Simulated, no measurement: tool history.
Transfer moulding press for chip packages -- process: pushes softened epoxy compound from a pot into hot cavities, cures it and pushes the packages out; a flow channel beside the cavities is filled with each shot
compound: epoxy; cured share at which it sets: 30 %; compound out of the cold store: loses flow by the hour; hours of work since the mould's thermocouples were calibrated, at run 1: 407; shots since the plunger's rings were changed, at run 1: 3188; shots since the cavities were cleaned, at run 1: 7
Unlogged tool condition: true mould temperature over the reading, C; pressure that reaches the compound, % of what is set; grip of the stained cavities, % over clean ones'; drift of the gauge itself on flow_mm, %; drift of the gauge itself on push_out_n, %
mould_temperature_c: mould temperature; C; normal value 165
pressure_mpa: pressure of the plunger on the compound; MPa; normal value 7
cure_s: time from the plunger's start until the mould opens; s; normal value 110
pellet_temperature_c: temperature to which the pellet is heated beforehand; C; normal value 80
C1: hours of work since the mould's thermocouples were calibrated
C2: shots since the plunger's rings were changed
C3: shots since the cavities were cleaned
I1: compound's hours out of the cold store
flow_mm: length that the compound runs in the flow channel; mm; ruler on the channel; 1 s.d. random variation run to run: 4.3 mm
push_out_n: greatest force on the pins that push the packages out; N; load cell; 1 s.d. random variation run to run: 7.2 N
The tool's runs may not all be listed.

run 1 hour=0 | mould_temperature_c=165 pressure_mpa=7 cure_s=110 pellet_temperature_c=80 | C1=407 C2=3188 C3=7 | I1=23.7 | flow_mm=847 push_out_n=312
run 2 hour=61.9 | mould_temperature_c=165 pressure_mpa=7 cure_s=110 pellet_temperature_c=80 | C1=436 C2=3679 C3=498 | I1=9.4 | flow_mm=870 push_out_n=539
-- hour=109.7 cavities cleaned with cleaning compound and waxed
run 3 hour=123.4 | mould_temperature_c=165 pressure_mpa=7 cure_s=110 pellet_temperature_c=80 | C1=464 C2=4156 C3=110 | I1=37 | flow_mm=820 push_out_n=649
run 4 hour=168.2 | mould_temperature_c=165 pressure_mpa=7 cure_s=110 pellet_temperature_c=80 | C1=485 C2=4511 C3=465 | I1=23.1 | flow_mm=843 push_out_n=687
run 5 hour=214.3 | mould_temperature_c=165 pressure_mpa=7 cure_s=110 pellet_temperature_c=80 | C1=507 C2=4877 C3=831 | I1=16.6 | flow_mm=848 push_out_n=683
-- hour=220 cavities cleaned with cleaning compound and waxed
run 6 hour=244.4 | mould_temperature_c=165 pressure_mpa=7 cure_s=110 pellet_temperature_c=80 | C1=520 C2=5104 C3=194 | I1=9.6 | flow_mm=856 push_out_n=435
-- hour=284.7 cavities cleaned with cleaning compound and waxed, once more
-- hour=287.2 plunger's sealing rings changed
run 7 hour=301.8 | mould_temperature_c=165 pressure_mpa=7 cure_s=110 pellet_temperature_c=81 | C1=545 C2=116 C3=116 | I1=39.2 | flow_mm=839 push_out_n=388
run 8 hour=332.5 | mould_temperature_c=165 pressure_mpa=7 cure_s=110 pellet_temperature_c=80 | C1=560 C2=360 C3=360 | I1=38.6 | flow_mm=843 push_out_n=496
run 9 hour=390.4 | mould_temperature_c=170 pressure_mpa=6.96 cure_s=136 pellet_temperature_c=76 | C1=587 C2=819 C3=819 | I1=40.3 | flow_mm=808 push_out_n=500
-- hour=398.2 cavities cleaned with cleaning compound and waxed
run 10 hour=453.6 | mould_temperature_c=170 pressure_mpa=5.6 cure_s=136 pellet_temperature_c=76 | C1=616 C2=1309 C3=440 | I1=40.7 | flow_mm=718 push_out_n=420
-- hour=508.7 cavities cleaned with cleaning compound and waxed
run 11 hour=520 | mould_temperature_c=162 pressure_mpa=8.25 cure_s=115 pellet_temperature_c=81 | C1=646 C2=1825 C3=90 | I1=18.5 | flow_mm=960 push_out_n=431
run 12 hour=567.8 | mould_temperature_c=162 pressure_mpa=8.25 cure_s=115 pellet_temperature_c=81 | C1=669 C2=2204 C3=469 | I1=39.5 | flow_mm=913 push_out_n=592
-- hour=620.3 cavities cleaned with cleaning compound and waxed
run 13 hour=636.9 | mould_temperature_c=168 pressure_mpa=7.64 cure_s=125 pellet_temperature_c=80 | C1=700 C2=2740 C3=131 | I1=15.6 | flow_mm=888 push_out_n=340
run 14 hour=673.1 | mould_temperature_c=168 pressure_mpa=7.64 cure_s=125 pellet_temperature_c=80 | C1=717 C2=3028 C3=419 | I1=22.2 | flow_mm=876 push_out_n=437
-- hour=729.9 cavities cleaned with cleaning compound and waxed
-- hour=741.8 mould's thermocouples calibrated
run 15 hour=741.8 | mould_temperature_c=157 pressure_mpa=7.64 cure_s=148 pellet_temperature_c=80 | C1=0 C2=3545 C3=78 | I1=21.7 | flow_mm=935 push_out_n=361
run 16 hour=793.9 | mould_temperature_c=163 pressure_mpa=8.02 cure_s=114 pellet_temperature_c=80 | C1=24 C2=3959 C3=492 | I1=46.1 | flow_mm=857 push_out_n=548

Below, some changes in flow_mm between adjacent runs. For each, the amount present without the hidden state too (settings, incoming material, random variation) and the amount remaining for the hidden state with gauge scatter not shared by both compared results:
Run 6 -> 7: pellet_temperature_c 80 -> 81, cavities cleaned with cleaning compound and waxed, once more, plunger's sealing rings changed. flow_mm -17 mm: hidden state +42, all else -59.
Run 10 -> 11: mould_temperature_c 170 -> 162, pressure_mpa 5.6 -> 8.25, cure_s 136 -> 115, pellet_temperature_c 76 -> 81, cavities cleaned with cleaning compound and waxed. flow_mm +242 mm: hidden state -8, all else +250.
